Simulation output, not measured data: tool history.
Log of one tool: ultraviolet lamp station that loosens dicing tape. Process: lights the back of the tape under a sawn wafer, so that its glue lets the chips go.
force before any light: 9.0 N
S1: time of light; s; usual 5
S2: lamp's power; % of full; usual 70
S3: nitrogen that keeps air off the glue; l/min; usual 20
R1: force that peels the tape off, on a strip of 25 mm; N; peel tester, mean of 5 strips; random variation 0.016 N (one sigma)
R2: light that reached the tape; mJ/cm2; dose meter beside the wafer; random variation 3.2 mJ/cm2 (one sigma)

run   hour  S1  S2  S3     R1   R2
  1      0   5  70  20  0.864  467
  2   11.2   5  70  20  0.861  466
  3   16.2   5  70  20  0.827  469
  4   24.4   5  70  20  0.876  458
  5   30.7   5  70  20  0.867  462
  6   37.6   5  70  20  0.913  464
  7     44   8  70  20  0.395  739
  8   52.6   5  70  20  0.909  457
  9     61   5  70   9  1.355  459
 10   67.5   5  70   9  1.379  454
 11   76.9   5  73  20  0.879  459
 12   81.6   5  73  20  0.878  462
 13   87.5   5  74  20  0.906  463
 14   97.9   5  74  20  0.873  456
 15  107.6   5  74  20  0.713  512
 16  115.6   9  70  20  0.292  864
 17  122.1   9  70  20  0.309  859
 18  127.2   8  76  20  0.338  834
 19  132.6   2  70  28  2.923  190
 20  139.2   2  70  28  2.966  193
 21  146.7   5  85  20  0.588  580
 22  155.9   5  85  20  0.599  577
 23  166.7   8  68   7   0.67  725
 24  172.2   6  86  13    0.5  692
 25  177.4   6  86  13  0.511  693
 26  188.6   6  89  22  0.374  718
 27  199.2   8  70  30  0.324  745
 28  205.6   8  70  30  0.311  737
 29  215.7   7  83  39  0.286  764
 30  221.6   7  83  39  0.299  764
 31  231.7   7  83  39  0.295  768
 32  243.2   4  70  20  1.321  365

Taken out of this log: 2 entries between the listed runs. Where each belongs, and how the hidden state differs across it:
Between runs 10 and 11: window cleaned of glue's vapour (hour 68.5)
  lamp's light, % of a new lamp's: 98.7 -> 98.6; light that the window lets through, % of a clean one's: 94 -> 90.8
  measured less the result without the state, R1: +0.168 -> +0.169 N; R2: -35 -> -54 mJ/cm2
Between runs 14 and 15: window cleaned of glue's vapour, once more (hour 102.2)
  lamp's light, % of a new lamp's: 98.3 -> 98.1; light that the window lets through, % of a clean one's: 90.4 -> 99.7
  measured less the result without the state, R1: +0.179 -> +0.03 N; R2: -57 -> -11 mJ/cm2
